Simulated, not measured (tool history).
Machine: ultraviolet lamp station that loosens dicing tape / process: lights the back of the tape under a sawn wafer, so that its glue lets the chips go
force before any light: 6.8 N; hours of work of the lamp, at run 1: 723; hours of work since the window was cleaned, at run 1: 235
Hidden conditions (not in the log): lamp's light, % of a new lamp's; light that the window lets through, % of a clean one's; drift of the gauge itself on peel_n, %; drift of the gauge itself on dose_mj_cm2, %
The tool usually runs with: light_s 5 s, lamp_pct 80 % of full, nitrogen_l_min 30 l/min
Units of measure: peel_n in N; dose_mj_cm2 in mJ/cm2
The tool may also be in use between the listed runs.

| run | day | light_s | lamp_pct | nitrogen_l_min | hours of work of the lamp | hours of work since the window was cleaned | peel_n | dose_mj_cm2 |
|---|---|---|---|---|---|---|---|---|
| 1 | 0 | 5 | 80 | 30 | 723 | 235 | 0.851 | 570 |
| 2 | 1.333 | 5 | 67 | 30 | 743 | 255 | 1.165 | 475 |
| 3 | 1.9 | 5 | 80 | 30 | 751 | 263 | 0.845 | 569 |
| 4 | 2.867 | 8 | 80 | 30 | 766 | 278 | 0.344 | 914 |
| 5 | 3.662 | 2 | 80 | 30 | 778 | 290 | 2.826 | 229 |
| 6 | 4.767 | 2 | 80 | 30 | 794 | 306 | 2.777 | 224 |
| 7 | 5.333 | 5 | 80 | 32 | 803 | 315 | 0.828 | 573 |
| 8 | 6.679 | 5 | 80 | 32 | 823 | 335 | 0.82 | 568 |
| 9 | 7.688 | 5 | 80 | 32 | 838 | 350 | 0.826 | 566 |
| 10 | 8.933 | 5 | 80 | 32 | 857 | 369 | 0.818 | 566 |
| 11 | 9.846 | 5 | 80 | 32 | 871 | 383 | 0.821 | 573 |
|  | 10.362 | window cleaned of glue's vapour |
| 12 | 11.079 | 5 | 84 | 32 | 889 | 11 | 0.773 | 601 |
| 13 | 12.242 | 2 | 91 | 30 | 906 | 28 | 2.506 | 259 |
| 14 | 13.571 | 6 | 78 | 11 | 926 | 48 | 1.01 | 669 |
| 15 | 14.817 | 2 | 92 | 18 | 945 | 67 | 2.742 | 264 |

Run 16 has not been measured yet. What should we expect?
| 16 | 16.146 | 9 | 86 | 24 | 965 | 87 | ? | ? |

peel_n: 0.271 N
dose_mj_cm2: 1109 mJ/cm2
Had the tool carried no hidden state, the very same run would have given peel_n 0.27 N, dose_mj_cm2 1112 mJ/cm2.
